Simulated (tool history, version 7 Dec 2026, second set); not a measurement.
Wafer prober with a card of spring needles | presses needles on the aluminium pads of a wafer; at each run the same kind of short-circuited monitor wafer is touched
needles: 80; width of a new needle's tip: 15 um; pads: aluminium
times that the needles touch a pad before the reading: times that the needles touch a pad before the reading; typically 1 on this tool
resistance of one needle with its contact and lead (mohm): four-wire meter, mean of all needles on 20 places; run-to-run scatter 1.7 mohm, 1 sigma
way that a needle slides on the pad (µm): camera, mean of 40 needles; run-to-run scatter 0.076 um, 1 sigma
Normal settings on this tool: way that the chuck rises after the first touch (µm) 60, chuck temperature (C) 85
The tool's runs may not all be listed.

run,hour,way that the chuck rises after the first touch (µm),chuck temperature (C),times that the needles touch a pad before the reading,resistance of one needle with its contact and lead (mohm),way that a needle slides on the pad (µm)
1,0.0,60,85,1,193,12.62
# hour 14.6: tips cleaned on abrasive film
2,15.9,60,85,1,187,12.61
# hour 30.5: tips cleaned on abrasive film
3,30.5,73,85,1,173,15.47
# hour 47.4: tips cleaned on abrasive film
4,47.4,60,85,1,180,12.61
5,62.0,60,85,1,233,12.65
# hour 64.4: tips cleaned on abrasive film
# hour 79.9: tips cleaned on abrasive film
6,80.4,60,85,1,182,12.56
# hour 95.8: tips cleaned on abrasive film
7,98.4,60,85,1,192,12.54
# hour 113.2: tips cleaned on abrasive film
8,118.3,60,85,1,208,12.43
# hour 128.9: tips cleaned on abrasive film
9,140.4,55,55,1,238,11.27
# hour 146.0: tips cleaned on abrasive film
# hour 163.1: tips cleaned on abrasive film
10,166.9,55,94,1,206,11.30
# hour 178.5: tips cleaned on abrasive film
11,192.7,79,94,1,210,16.77
# hour 194.8: tips cleaned on abrasive film
12,207.6,79,94,1,208,16.74

For run 13, what comes out?
# hour 211.0: tips cleaned on abrasive film
# hour 227.3: tips cleaned on abrasive film
13,234.2,79,94,2,?,?

resistance of one needle with its contact and lead (mohm): 186
way that a needle slides on the pad (µm): 16.67
Were there no unlogged condition in the tool, this run, its random variation unchanged, would have produced resistance of one needle with its contact and lead (mohm) 171, way that a needle slides on the pad (µm) 17.72.
